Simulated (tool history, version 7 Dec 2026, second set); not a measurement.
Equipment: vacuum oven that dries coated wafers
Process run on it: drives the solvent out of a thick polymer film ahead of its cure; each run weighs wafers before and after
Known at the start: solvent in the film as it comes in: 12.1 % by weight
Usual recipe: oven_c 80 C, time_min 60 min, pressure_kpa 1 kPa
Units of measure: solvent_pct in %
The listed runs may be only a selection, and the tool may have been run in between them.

run,hour,oven_c,time_min,pressure_kpa,solvent_pct
1,0,80,60,1,2.11
2,13.8,80,60,1,2.15
3,27,80,60,1,2.19
4,41.1,80,60,1,2.23
5,53.7,80,60,1,2.15
6,68.2,80,39,1,3.46
7,75.1,80,60,1,2.19
8,82.8,68,60,1,5.12
9,96.4,80,60,1,2.18
10,106,80,104,1,1.38
11,114.6,80,104,1,1.31
12,122.1,80,104,0.57,0.91
13,136.4,80,104,1.4,1.59
14,148.2,80,104,1.4,1.6
15,156.2,80,60,1,2.17
# hour 159: vacuum gauge cleaned of residue and calibrated
16,170.3,80,60,1,2.3
17,179.8,80,60,0.57,2
18,186.4,80,60,0.57,2.1
19,198.4,80,60,0.57,2
# hour 204: vacuum gauge cleaned of residue and calibrated, once more
20,209.5,80,60,0.57,1.83
21,224.3,80,60,0.57,1.78
22,231.3,80,60,1,2.07
23,242.3,80,60,1,2.02
24,256.4,81,87,0.57,0.85
25,264.2,81,89,0.57,0.9
26,275.5,73,75,1,3.07
27,286.4,78,47,0.54,2.92
28,299.8,84,55,2.04,2.3
29,312,78,57,1.41,3
30,325.1,87,60,0.88,0.99
31,340.5,80,60,0.74,1.94
32,347.6,80,60,0.74,2
33,358.1,80,63,1,2.04
34,370.6,80,63,1,2
35,384.6,92,62,0.78,0.58
36,395.5,82,37,0.78,3.08
37,404.1,73,97,3.76,4.99
38,416.5,73,97,3.76,5.14
39,430.5,74,57,1.57,4.1
40,437,89,98,0.57,0.34
41,447.2,89,98,0.57,0.36
42,462.2,89,98,0.57,0.45
43,468.7,89,98,0.57,0.4
44,483.6,89,98,0.57,0.34
45,498.8,82,35,1,3.37
46,508.4,82,35,1,3.43

Here are 4 independent what-if runs from the current tool condition. What would each one return?
A,520.5,85,61,1.45,?
B,520.5,93,35,0.64,?
C,520.5,80,60,0.61,?
D,520.5,82,107,0.62,?

run,solvent_pct
A,1.67
B,1.11
C,1.92
D,0.79
Stripped of hidden state, with their random variation kept, the same runs would have yielded:
run,solvent_pct
A,1.41
B,0.87
C,1.57
D,0.63
